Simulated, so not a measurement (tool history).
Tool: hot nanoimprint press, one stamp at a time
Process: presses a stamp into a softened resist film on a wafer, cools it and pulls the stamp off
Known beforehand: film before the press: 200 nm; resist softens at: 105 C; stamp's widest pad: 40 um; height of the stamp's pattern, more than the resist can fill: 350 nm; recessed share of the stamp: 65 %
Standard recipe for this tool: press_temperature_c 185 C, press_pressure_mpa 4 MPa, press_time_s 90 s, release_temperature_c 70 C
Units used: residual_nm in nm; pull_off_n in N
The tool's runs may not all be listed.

run   hour  press_temperature_c  press_pressure_mpa  press_time_s  release_temperature_c  residual_nm  pull_off_n
  1      0                  185                   4            90                     70         84.9         240
  2   19.1                  185                   4            90                     70         86.2         236
      36.2  -- press's hydraulic seals changed and the load cell set to zero
  3   55.7                  185                   4            90                     70         84.5         235
  4   92.4                  181                   4            90                     70         93.5         262
       107  -- plate thermocouple calibrated
  5  135.2                  181                   4            90                     70         93.7         270
  6  166.4                  181                   4            90                     70         93.3         270
  7  192.3                  181                   4            90                     70         93.9         281
  8  230.1                  181                   4            90                     70         95.8         292
  9  267.3                  185                   4            90                     70           85         297
     296.8  -- plate thermocouple calibrated, once more
 10  299.8                  194                   4            90                     70         63.4         284
 11  335.8                  194                   4            90                     70         63.6         290
 12  359.4                  185                   4            90                     70         82.6         302
 13  387.8                  185                   4            90                     70         82.3         308
 14  404.6                  185                   4            90                     70         80.8         317
 15  423.3                  185                   4            90                     70         81.5         321
 16  444.8                  185                4.63            90                     70         76.3         327
 17  474.6                  185                4.63            90                     77         76.8         278
 18    495                  182                3.12            90                     70         98.6         332
 19  533.9                  182                3.12            90                     70         99.1         334
 20    557                  185                3.86            90                     68         83.7         353
 21  594.6                  181                4.29            90                     73           90         337
 22  613.3                  181                4.29            90                     73         89.5         346
 23  643.1                  188                4.29            90                     73         74.1         342

What will run 24 give?
 24  662.8                  188                4.29            90                     73            ?           ?

Run 24 produced residual_nm 75.2 nm, pull_off_n 336 N.
With no hidden state in the tool, this same run would have given residual_nm 72.2 nm, pull_off_n 201 N.

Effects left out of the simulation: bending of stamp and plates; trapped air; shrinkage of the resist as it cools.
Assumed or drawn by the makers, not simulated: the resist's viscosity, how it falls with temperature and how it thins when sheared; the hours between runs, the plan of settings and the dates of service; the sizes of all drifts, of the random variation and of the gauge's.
